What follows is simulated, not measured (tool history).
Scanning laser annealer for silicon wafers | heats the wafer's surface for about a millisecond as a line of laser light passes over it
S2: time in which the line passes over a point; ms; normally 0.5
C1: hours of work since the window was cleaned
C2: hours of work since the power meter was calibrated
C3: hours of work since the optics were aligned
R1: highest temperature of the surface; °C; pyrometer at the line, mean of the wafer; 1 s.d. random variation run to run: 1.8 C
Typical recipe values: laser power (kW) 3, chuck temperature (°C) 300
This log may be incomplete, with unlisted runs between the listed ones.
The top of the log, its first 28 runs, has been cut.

{"run": 29, "hour": 904.2, "laser power (kW)": 2.606, "S2": 0.494, "chuck temperature (°C)": 281, "C1": 372, "C2": 1009, "C3": 1009, "R1": 927}
{"run": 30, "hour": 926.9, "laser power (kW)": 2.577, "S2": 0.542, "chuck temperature (°C)": 281, "C1": 382, "C2": 1018, "C3": 1018, "R1": 955}
{"run": 31, "hour": 947.5, "laser power (kW)": 2.617, "S2": 0.363, "chuck temperature (°C)": 291, "C1": 390, "C2": 1026, "C3": 1026, "R1": 839}
{"run": 32, "hour": 986.3, "laser power (kW)": 3.267, "S2": 0.5, "chuck temperature (°C)": 300, "C1": 405, "C2": 1042, "C3": 1042, "R1": 1105}
{"hour": 1007.0, "done": "optics aligned, line set to its width"}
{"run": 33, "hour": 1020.5, "laser power (kW)": 2.808, "S2": 0.5, "chuck temperature (°C)": 300, "C1": 417, "C2": 1053, "C3": 5, "R1": 1001}
{"run": 34, "hour": 1057.7, "laser power (kW)": 2.808, "S2": 0.5, "chuck temperature (°C)": 300, "C1": 432, "C2": 1068, "C3": 20, "R1": 998}
{"run": 35, "hour": 1087.5, "laser power (kW)": 3.273, "S2": 0.5, "chuck temperature (°C)": 268, "C1": 444, "C2": 1080, "C3": 32, "R1": 1076}
{"run": 36, "hour": 1131.3, "laser power (kW)": 3.273, "S2": 0.5, "chuck temperature (°C)": 268, "C1": 462, "C2": 1098, "C3": 50, "R1": 1081}
{"run": 37, "hour": 1172.3, "laser power (kW)": 3, "S2": 0.498, "chuck temperature (°C)": 306, "C1": 478, "C2": 1114, "C3": 66, "R1": 1052}
{"run": 38, "hour": 1193.7, "laser power (kW)": 3.106, "S2": 0.498, "chuck temperature (°C)": 306, "C1": 487, "C2": 1123, "C3": 75, "R1": 1076}
{"run": 39, "hour": 1222.8, "laser power (kW)": 2.704, "S2": 0.514, "chuck temperature (°C)": 263, "C1": 498, "C2": 1135, "C3": 87, "R1": 950}
{"run": 40, "hour": 1244.0, "laser power (kW)": 3.089, "S2": 0.471, "chuck temperature (°C)": 300, "C1": 507, "C2": 1143, "C3": 95, "R1": 1042}

3 ways to go on from here, each from the tool as it stands after run 40. What would each give?
{"run": "A", "hour": 1278.7, "laser power (kW)": 3.119, "S2": 0.553, "chuck temperature (°C)": 300, "C1": 521, "C2": 1157, "C3": 109, "R1": "?"}
{"run": "B", "hour": 1278.7, "laser power (kW)": 3, "S2": 0.5, "chuck temperature (°C)": 306, "C1": 521, "C2": 1157, "C3": 109, "R1": "?"}
{"run": "C", "hour": 1278.7, "laser power (kW)": 2.896, "S2": 0.509, "chuck temperature (°C)": 332, "C1": 521, "C2": 1157, "C3": 109, "R1": "?"}

run=A R1=1118
run=B R1=1049
run=C R1=1058
Stripped of hidden state, with their random variation kept, the same runs would have yielded:
run=A R1=1119
run=B R1=1050
run=C R1=1059
